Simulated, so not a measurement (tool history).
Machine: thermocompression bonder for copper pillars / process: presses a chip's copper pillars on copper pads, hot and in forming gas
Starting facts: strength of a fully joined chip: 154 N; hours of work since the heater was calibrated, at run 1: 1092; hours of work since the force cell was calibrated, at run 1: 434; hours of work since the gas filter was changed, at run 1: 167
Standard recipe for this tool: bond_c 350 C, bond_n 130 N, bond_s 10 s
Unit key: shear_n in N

run,day,bond_c,bond_n,bond_s,hours of work since the heater was calibrated,hours of work since the force cell was calibrated,hours of work since the gas filter was changed,shear_n
1,0.000,350,130,10,1092,434,167,106.4
2,1.396,350,130,10,1107,449,182,107.3
3,2.579,350,130,10,1120,462,195,106.5
4,4.946,350,130,10,1146,487,221,105.2
# day 6.288: heater calibrated with a thermocouple chip
5,6.329,350,130,10,0,501,235,105.8
6,8.896,350,130,10,28,529,262,106.7
7,11.242,350,130,10,54,554,288,105.9
8,13.571,350,130,10,79,580,313,105.3
9,14.708,336,130,7,91,592,325,88.0
10,15.962,336,130,7,105,606,339,84.6
11,18.225,339,130,25,129,630,363,123.2
12,19.725,339,130,25,145,646,380,124.4
# day 20.746: forming gas filter changed
13,20.992,350,130,10,159,660,3,106.6
14,22.650,350,104,6,177,678,21,78.5

3 options for the next run, each taken on its own from the tool as it stands now. Forecast them:
A,25.225,340,159,15,205,706,48,?
B,25.225,377,157,25,205,706,48,?
C,25.225,350,133,24,205,706,48,?

run,shear_n
A,123.1
B,144.8
C,128.4
With no hidden state in the tool, these same runs would have given:
run,shear_n
A,123.1
B,144.8
C,128.4

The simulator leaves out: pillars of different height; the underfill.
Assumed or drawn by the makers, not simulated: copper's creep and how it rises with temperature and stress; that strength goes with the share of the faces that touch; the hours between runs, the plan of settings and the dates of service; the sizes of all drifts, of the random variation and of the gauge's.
